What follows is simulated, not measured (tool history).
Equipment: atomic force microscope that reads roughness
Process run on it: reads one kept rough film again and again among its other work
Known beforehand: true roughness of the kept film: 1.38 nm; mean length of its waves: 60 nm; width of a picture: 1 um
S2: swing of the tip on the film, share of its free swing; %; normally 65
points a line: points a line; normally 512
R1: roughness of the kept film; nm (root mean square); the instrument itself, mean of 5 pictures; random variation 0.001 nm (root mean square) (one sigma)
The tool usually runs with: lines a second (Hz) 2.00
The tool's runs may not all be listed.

Run 1, hour 0.0: usual settings. Result: R1 1.253 nm (root mean square).
Run 2, hour 9.7: usual settings. Result: R1 1.253 nm (root mean square).
Run 3, hour 21.4: usual settings but S2 70 %. Result: R1 1.219 nm (root mean square).
Run 4, hour 28.9: usual settings but S2 70 %. Result: R1 1.218 nm (root mean square).
Run 5, hour 39.3: usual settings but S2 70 %. Result: R1 1.218 nm (root mean square).
Run 6, hour 47.2: usual settings. Result: R1 1.250 nm (root mean square).
Run 7, hour 52.8: usual settings. Result: R1 1.250 nm (root mean square).
Run 8, hour 59.7: usual settings. Result: R1 1.249 nm (root mean square).
Run 9, hour 67.5: usual settings but points a line 843. Result: R1 1.250 nm (root mean square).
Run 10, hour 80.3: usual settings but S2 81 %. Result: R1 1.123 nm (root mean square).
Run 11, hour 86.4: usual settings but S2 81 %. Result: R1 1.125 nm (root mean square).
Run 12, hour 98.1: usual settings but S2 81 %. Result: R1 1.121 nm (root mean square).
Run 13, hour 106.6: usual settings but points a line 309. Result: R1 1.243 nm (root mean square).
Run 14, hour 114.8: usual settings but points a line 309. Result: R1 1.243 nm (root mean square).
Run 15, hour 120.7: usual settings but S2 83 %, points a line 309. Result: R1 1.099 nm (root mean square).
At hour 122.2: new tip fitted.
Run 16, hour 131.7: usual settings but S2 83 %, points a line 902. Result: R1 1.121 nm (root mean square).
Run 17, hour 138.8: usual settings but S2 83 %, points a line 902. Result: R1 1.120 nm (root mean square).
Run 18, hour 145.4: usual settings but S2 83 %, points a line 902. Result: R1 1.118 nm (root mean square).
Run 19, hour 156.3: usual settings. Result: R1 1.262 nm (root mean square).
Run 20, hour 166.4: usual settings. Result: R1 1.260 nm (root mean square).
Run 21, hour 178.6: usual settings but S2 89 %, points a line 314. Result: R1 1.050 nm (root mean square).
Run 22, hour 189.5: usual settings but S2 89 %, points a line 314. Result: R1 1.049 nm (root mean square).
Run 23, hour 197.3: usual settings but S2 89 %, points a line 314. Result: R1 1.048 nm (root mean square).
Run 24, hour 209.9: usual settings but S2 89 %, points a line 314. Result: R1 1.048 nm (root mean square).
Run 25, hour 216.9: usual settings but S2 58 %, points a line 819. Result: R1 1.294 nm (root mean square).
Run 26, hour 225.0: usual settings but lines a second (Hz) 0.70, S2 56 %, points a line 771. Result: R1 1.340 nm (root mean square).
Run 27, hour 232.5: usual settings but lines a second (Hz) 0.70, S2 56 %, points a line 771. Result: R1 1.339 nm (root mean square).
Run 28, hour 244.8: usual settings but lines a second (Hz) 2.53, S2 62 %, points a line 869. Result: R1 1.248 nm (root mean square).
Run 29, hour 252.1: usual settings but lines a second (Hz) 3.97, S2 62 %, points a line 511. Result: R1 1.192 nm (root mean square).
Run 30, hour 257.6: usual settings but lines a second (Hz) 0.75, S2 82 %. Result: R1 1.257 nm (root mean square).
Run 31, hour 270.5: usual settings but lines a second (Hz) 1.06, S2 60 %, points a line 330. Result: R1 1.312 nm (root mean square).
Run 32, hour 277.8: usual settings but lines a second (Hz) 1.78, S2 61 %, points a line 281. Result: R1 1.276 nm (root mean square).
Run 33, hour 288.9: usual settings but S2 74 %. Result: R1 1.185 nm (root mean square).
Run 34, hour 294.9: usual settings but lines a second (Hz) 0.73, S2 57 %, points a line 589. Result: R1 1.328 nm (root mean square).
Run 35, hour 303.3: usual settings but lines a second (Hz) 2.70, S2 63 %, points a line 338. Result: R1 1.228 nm (root mean square).
Run 36, hour 315.1: usual settings but lines a second (Hz) 0.53, S2 56 %, points a line 311. Result: R1 1.331 nm (root mean square).
At hour 326.5: new tip fitted.
Run 37, hour 328.0: usual settings but lines a second (Hz) 1.20, S2 75 %, points a line 510. Result: R1 1.261 nm (root mean square).
Run 38, hour 336.7: usual settings but lines a second (Hz) 1.20, S2 75 %, points a line 510. Result: R1 1.260 nm (root mean square).

Results per run with the tool's hidden condition removed, run-to-run variation unchanged:
Hidden state present: radius of the tip, nm; height scale over the true one, %; drift of the gauge itself on roughness_nm, %.
run     R1
  1  1.256
  2  1.257
  3  1.223
  4  1.223
  5  1.224
  6  1.256
  7  1.257
  8  1.257
  9  1.259
 10  1.132
 11  1.134
 12  1.131
 13  1.255
 14  1.256
 15  1.111
 16  1.115
 17  1.114
 18  1.113
 19  1.258
 20  1.257
 21  1.048
 22  1.048
 23  1.048
 24  1.049
 25  1.295
 26  1.343
 27  1.342
 28  1.253
 29  1.197
 30  1.263
 31  1.319
 32  1.284
 33  1.193
 34  1.338
 35  1.237
 36  1.342
 37  1.251
 38  1.251
